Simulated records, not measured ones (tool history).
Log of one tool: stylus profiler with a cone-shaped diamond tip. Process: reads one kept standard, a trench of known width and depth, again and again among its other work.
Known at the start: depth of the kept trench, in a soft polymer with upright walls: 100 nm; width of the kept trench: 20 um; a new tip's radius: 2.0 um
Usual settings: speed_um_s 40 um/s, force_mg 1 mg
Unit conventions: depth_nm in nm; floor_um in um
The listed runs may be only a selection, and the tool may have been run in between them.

Run 1, hour 0: usual settings. Result: depth_nm 100.55 nm, floor_um 18.17 um.
Run 2, hour 69.5: usual settings. Result: depth_nm 100.51 nm, floor_um 18.12 um.
Run 3, hour 166.9: usual settings. Result: depth_nm 100.5 nm, floor_um 18.04 um.
Run 4, hour 275.8: usual settings but speed_um_s 12 um/s. Result: depth_nm 100.49 nm, floor_um 18.11 um.
Run 5, hour 341.8: usual settings but speed_um_s 12 um/s. Result: depth_nm 100.44 nm, floor_um 18.09 um.
Run 6, hour 428.9: usual settings but speed_um_s 24 um/s. Result: depth_nm 100.42 nm, floor_um 17.94 um.
Run 7, hour 503.7: usual settings but speed_um_s 24 um/s. Result: depth_nm 100.41 nm, floor_um 17.9 um.
Run 8, hour 598.8: usual settings but speed_um_s 24 um/s. Result: depth_nm 100.39 nm, floor_um 17.81 um.
Run 9, hour 716.8: usual settings but speed_um_s 24 um/s. Result: depth_nm 100.38 nm, floor_um 17.78 um.
Run 10, hour 841.8: usual settings. Result: depth_nm 100.31 nm, floor_um 17.6 um.
Run 11, hour 921.4: usual settings. Result: depth_nm 100.26 nm, floor_um 17.59 um.
At hour 959.1: new tip fitted, height scale calibrated.
Run 12, hour 1007.3: usual settings. Result: depth_nm 100.68 nm, floor_um 18.51 um.
Run 13, hour 1069.7: usual settings. Result: depth_nm 100.67 nm, floor_um 18.44 um.
Run 14, hour 1122.7: usual settings but speed_um_s 24 um/s, force_mg 2.31 mg. Result: depth_nm 101.15 nm, floor_um 18.52 um.
Run 15, hour 1227.4: usual settings but speed_um_s 45 um/s, force_mg 0.46 mg. Result: depth_nm 100.3 nm, floor_um 18.14 um.
Run 16, hour 1322.5: usual settings but speed_um_s 113 um/s, force_mg 0.37 mg. Result: depth_nm 100.24 nm, floor_um 17.42 um.
Run 17, hour 1409.6: usual settings but speed_um_s 119 um/s, force_mg 1.29 mg. Result: depth_nm 100.69 nm, floor_um 17.74 um.
Run 18, hour 1480.4: usual settings but speed_um_s 107 um/s, force_mg 2.87 mg. Result: depth_nm 101.27 nm, floor_um 17.99 um.
Run 19, hour 1532.2: usual settings but speed_um_s 107 um/s, force_mg 2.87 mg. Result: depth_nm 101.31 nm, floor_um 17.96 um.
Run 20, hour 1631.9: usual settings but speed_um_s 107 um/s, force_mg 2.87 mg. Result: depth_nm 101.26 nm, floor_um 17.88 um.
Run 21, hour 1746.9: usual settings but speed_um_s 107 um/s, force_mg 2.87 mg. Result: depth_nm 101.24 nm, floor_um 17.82 um.

For run 22, what comes out?
Run 22, hour 1817.7: usual settings but speed_um_s 107 um/s, force_mg 2.87 mg. Result: depth_nm ?, floor_um ?.

{"run 22": {"depth_nm": 101.16, "floor_um": 17.73}}
Had the tool carried no hidden state, the very same run would have given depth_nm 101.44 nm, floor_um 18.37 um.
